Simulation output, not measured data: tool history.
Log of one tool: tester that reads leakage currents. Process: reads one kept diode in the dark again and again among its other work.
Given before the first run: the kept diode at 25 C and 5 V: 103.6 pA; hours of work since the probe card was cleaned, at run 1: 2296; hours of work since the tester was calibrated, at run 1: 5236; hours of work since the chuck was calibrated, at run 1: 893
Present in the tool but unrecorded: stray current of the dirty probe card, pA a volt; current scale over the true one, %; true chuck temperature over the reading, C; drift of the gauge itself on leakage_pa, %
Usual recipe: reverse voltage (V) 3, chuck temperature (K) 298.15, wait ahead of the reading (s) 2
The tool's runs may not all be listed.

| run | hour | reverse voltage (V) | chuck temperature (K) | wait ahead of the reading (s) | hours of work since the probe card was cleaned | hours of work since the tester was calibrated | hours of work since the chuck was calibrated | current that the tester gives (pA) |
|---|---|---|---|---|---|---|---|---|
| 1 | 0 | 3 | 298.15 | 2 | 2296 | 5236 | 893 | 79.07 |
| 2 | 172.9 | 3 | 298.15 | 2 | 2424 | 5364 | 1021 | 78.7 |
| 3 | 308.3 | 3 | 298.15 | 2 | 2525 | 5465 | 1122 | 78.21 |
| 4 | 406.4 | 3 | 298.15 | 2 | 2598 | 5538 | 1195 | 77.68 |
| 5 | 615.2 | 3 | 298.15 | 2 | 2753 | 5693 | 1350 | 76.38 |
|  | 630.1 | probe card cleaned and baked |
|  | 649.6 | tester calibrated |
| 6 | 752 | 3 | 298.15 | 2 | 89 | 76 | 1448 | 74.01 |
| 7 | 932 | 3 | 298.15 | 2 | 223 | 210 | 1582 | 73.09 |
|  | 948.6 | chuck's temperature calibrated |
| 8 | 1084.4 | 9.6 | 311.15 | 1.37 | 335 | 322 | 101 | 464.15 |
| 9 | 1298.2 | 7.5 | 311.15 | 1.37 | 494 | 481 | 260 | 413.25 |
| 10 | 1407.2 | 7.5 | 311.15 | 1.37 | 575 | 562 | 341 | 411.28 |
| 11 | 1565.6 | 6.51 | 305.15 | 1.8 | 693 | 680 | 459 | 221.66 |
| 12 | 1752.6 | 3 | 311.15 | 0.68 | 832 | 819 | 598 | 276.13 |
| 13 | 1959.6 | 8.74 | 298.15 | 2 | 986 | 973 | 752 | 127.86 |

For each run, the measured value with the value that run would have given without the tool's hidden condition subtracted. The run-to-run variation is shared by both, the gauge scatter possibly not:
| run | current that the tester gives (pA) |
|---|---|
| 1 | -5.29 |
| 2 | -6.03 |
| 3 | -6.65 |
| 4 | -7.06 |
| 5 | -8.03 |
| 6 | -10.9 |
| 7 | -11.63 |
| 8 | +3.34 |
| 9 | -2.61 |
| 10 | -5.37 |
| 11 | -4.71 |
| 12 | -10.38 |
| 13 | -4.34 |
